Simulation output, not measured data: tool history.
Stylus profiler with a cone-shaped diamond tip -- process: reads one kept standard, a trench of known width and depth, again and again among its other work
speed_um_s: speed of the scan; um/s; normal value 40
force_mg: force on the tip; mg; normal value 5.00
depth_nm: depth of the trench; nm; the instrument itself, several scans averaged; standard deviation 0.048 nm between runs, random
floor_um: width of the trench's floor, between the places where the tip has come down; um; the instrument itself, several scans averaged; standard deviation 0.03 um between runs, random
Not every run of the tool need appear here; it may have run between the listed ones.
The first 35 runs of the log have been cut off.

| run | hour | speed_um_s | force_mg | depth_nm | floor_um |
|---|---|---|---|---|---|
| 36 | 2004.8 | 57 | 4.42 | 100.97 | 28.42 |
| 37 | 2061.3 | 57 | 4.42 | 101.01 | 28.36 |
| 38 | 2125.2 | 57 | 4.42 | 100.99 | 28.38 |
| 39 | 2203.4 | 67 | 2.77 | 100.64 | 28.27 |
| 40 | 2275.5 | 24 | 1.72 | 100.50 | 28.47 |
| 41 | 2342.2 | 23 | 9.24 | 101.50 | 28.49 |
| 42 | 2403.1 | 136 | 4.09 | 100.88 | 28.13 |
|  | 2420.3 | new tip fitted, height scale calibrated |
| 43 | 2464.6 | 136 | 4.09 | 100.88 | 28.15 |
| 44 | 2500.8 | 23 | 11.49 | 101.74 | 28.57 |
| 45 | 2543.4 | 18 | 5.00 | 101.03 | 28.49 |
| 46 | 2617.7 | 131 | 5.00 | 101.05 | 28.27 |

Predict each of these 4 candidate next runs independently; none follows another, all start after run 46:
| A | 2675.4 | 40 | 1.77 | ? | ? |
| B | 2675.4 | 21 | 2.30 | ? | ? |
| C | 2675.4 | 21 | 4.32 | ? | ? |
| D | 2675.4 | 40 | 4.83 | ? | ? |

| run | depth_nm | floor_um |
|---|---|---|
| A | 100.63 | 28.41 |
| B | 100.63 | 28.44 |
| C | 101.04 | 28.50 |
| D | 100.98 | 28.47 |
Stripped of hidden state, with their random variation kept, the same runs would have yielded:
| run | depth_nm | floor_um |
|---|---|---|
| A | 100.63 | 28.42 |
| B | 100.63 | 28.44 |
| C | 101.04 | 28.50 |
| D | 100.99 | 28.47 |

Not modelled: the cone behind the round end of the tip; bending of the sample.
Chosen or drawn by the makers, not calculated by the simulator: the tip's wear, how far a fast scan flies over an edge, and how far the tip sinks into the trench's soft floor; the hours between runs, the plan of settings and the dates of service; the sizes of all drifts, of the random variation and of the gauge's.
